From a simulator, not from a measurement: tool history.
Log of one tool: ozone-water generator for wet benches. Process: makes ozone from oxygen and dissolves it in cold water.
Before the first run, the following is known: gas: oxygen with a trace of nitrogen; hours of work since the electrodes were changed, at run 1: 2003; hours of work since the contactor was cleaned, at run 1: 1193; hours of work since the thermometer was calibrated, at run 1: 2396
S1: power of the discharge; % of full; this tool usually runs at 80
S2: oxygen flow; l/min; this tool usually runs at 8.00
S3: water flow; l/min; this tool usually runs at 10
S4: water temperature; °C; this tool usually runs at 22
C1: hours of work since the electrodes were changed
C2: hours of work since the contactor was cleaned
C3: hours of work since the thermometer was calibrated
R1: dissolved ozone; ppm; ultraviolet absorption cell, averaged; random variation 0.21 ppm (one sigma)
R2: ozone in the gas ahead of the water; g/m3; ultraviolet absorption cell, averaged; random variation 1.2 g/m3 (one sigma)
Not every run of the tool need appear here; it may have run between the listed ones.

run 1 hour=0.0 | S1=80 S2=8.00 S3=10 S4=22 | C1=2003 C2=1193 C3=2396 | R1=28.4 R2=206.4
run 2 hour=88.8 | S1=80 S2=8.00 S3=10 S4=22 | C1=2085 C2=1275 C3=2478 | R1=28.6 R2=204.4
run 3 hour=129.1 | S1=80 S2=8.00 S3=10 S4=22 | C1=2122 C2=1312 C3=2515 | R1=28.6 R2=203.4
run 4 hour=185.3 | S1=80 S2=8.00 S3=10 S4=22 | C1=2174 C2=1363 C3=2567 | R1=28.1 R2=204.5
run 5 hour=258.7 | S1=80 S2=8.00 S3=12 S4=22 | C1=2241 C2=1431 C3=2634 | R1=24.7 R2=202.7
run 6 hour=337.3 | S1=80 S2=8.00 S3=10 S4=29 | C1=2314 C2=1504 C3=2707 | R1=23.7 R2=200.6
run 7 hour=385.1 | S1=80 S2=9.81 S3=10 S4=22 | C1=2358 C2=1548 C3=2751 | R1=27.6 R2=190.1
run 8 hour=424.1 | S1=80 S2=9.81 S3=10 S4=22 | C1=2394 C2=1584 C3=2787 | R1=27.3 R2=187.4
run 9 hour=516.2 | S1=80 S2=9.81 S3=10 S4=22 | C1=2478 C2=1668 C3=2872 | R1=27.3 R2=188.8
run 10 hour=559.7 | S1=80 S2=9.81 S3=10 S4=22 | C1=2519 C2=1709 C3=2912 | R1=27.4 R2=188.0
run 11 hour=638.6 | S1=80 S2=9.81 S3=10 S4=22 | C1=2591 C2=1781 C3=2985 | R1=27.0 R2=188.0
run 12 hour=723.4 | S1=80 S2=9.81 S3=10 S4=22 | C1=2669 C2=1859 C3=3063 | R1=26.6 R2=187.3
run 13 hour=805.8 | S1=80 S2=9.81 S3=10 S4=22 | C1=2745 C2=1935 C3=3139 | R1=27.0 R2=186.2
run 14 hour=867.5 | S1=80 S2=9.81 S3=10 S4=22 | C1=2802 C2=1992 C3=3195 | R1=26.6 R2=186.3
run 15 hour=924.4 | S1=80 S2=9.81 S3=10 S4=22 | C1=2855 C2=2045 C3=3248 | R1=26.8 R2=186.5
run 16 hour=986.5 | S1=47 S2=8.00 S3=10 S4=22 | C1=2912 C2=2102 C3=3305 | R1=20.3 R2=149.5
-- hour=1018.8 contactor cleaned
run 17 hour=1051.2 | S1=90 S2=8.00 S3=14 S4=17 | C1=2968 C2=30 C3=3361 | R1=25.5 R2=210.7
run 18 hour=1129.2 | S1=80 S2=8.00 S3=14 S4=22 | C1=3040 C2=102 C3=3433 | R1=21.6 R2=195.8
run 19 hour=1173.3 | S1=80 S2=5.59 S3=10 S4=21 | C1=3080 C2=142 C3=3474 | R1=28.2 R2=219.2
run 20 hour=1229.2 | S1=80 S2=5.12 S3=10 S4=22 | C1=3132 C2=194 C3=3525 | R1=27.5 R2=224.1
run 21 hour=1305.8 | S1=61 S2=9.07 S3=9 S4=22 | C1=3202 C2=264 C3=3596 | R1=25.0 R2=160.9
run 22 hour=1397.1 | S1=61 S2=9.07 S3=9 S4=22 | C1=3286 C2=349 C3=3680 | R1=24.5 R2=161.1
run 23 hour=1487.8 | S1=61 S2=9.07 S3=9 S4=22 | C1=3370 C2=432 C3=3763 | R1=24.5 R2=162.9
run 24 hour=1566.0 | S1=61 S2=9.07 S3=9 S4=22 | C1=3442 C2=504 C3=3835 | R1=24.7 R2=161.6
run 25 hour=1614.9 | S1=61 S2=9.07 S3=9 S4=22 | C1=3487 C2=549 C3=3880 | R1=24.3 R2=161.4
run 26 hour=1679.1 | S1=61 S2=9.07 S3=9 S4=27 | C1=3546 C2=608 C3=3940 | R1=21.4 R2=160.3
run 27 hour=1729.8 | S1=68 S2=9.41 S3=9 S4=27 | C1=3593 C2=655 C3=3986 | R1=22.5 R2=167.6
run 28 hour=1814.8 | S1=68 S2=5.04 S3=11 S4=27 | C1=3671 C2=733 C3=4065 | R1=20.5 R2=205.7
run 29 hour=1884.6 | S1=80 S2=11.29 S3=10 S4=22 | C1=3736 C2=798 C3=4129 | R1=25.4 R2=170.5
run 30 hour=1969.4 | S1=97 S2=12.77 S3=10 S4=24 | C1=3814 C2=876 C3=4207 | R1=26.2 R2=180.4
run 31 hour=2049.0 | S1=97 S2=12.77 S3=14 S4=22 | C1=3887 C2=949 C3=4280 | R1=22.5 R2=178.4
run 32 hour=2105.8 | S1=97 S2=12.77 S3=14 S4=22 | C1=3940 C2=1002 C3=4333 | R1=22.5 R2=181.3

Each row is a separate what-if for the run after 32, all from the same tool condition, not one after another. Results?
run A hour=2171.3 | S1=80 S2=8.00 S3=13 S4=22 | C1=4000 C2=1062 C3=4393 | R1=? R2=?
run B hour=2171.3 | S1=97 S2=12.77 S3=15 S4=22 | C1=4000 C2=1062 C3=4393 | R1=? R2=?
run C hour=2171.3 | S1=97 S2=12.77 S3=13 S4=22 | C1=4000 C2=1062 C3=4393 | R1=? R2=?

run=A R1=21.6 R2=186.5
run=B R1=21.4 R2=180.3
run=C R1=23.5 R2=179.6
What these runs would have given with no unlogged condition in the tool:
run=A R1=25.9 R2=217.2
run=B R1=26.1 R2=213.0
run=C R1=28.5 R2=212.3
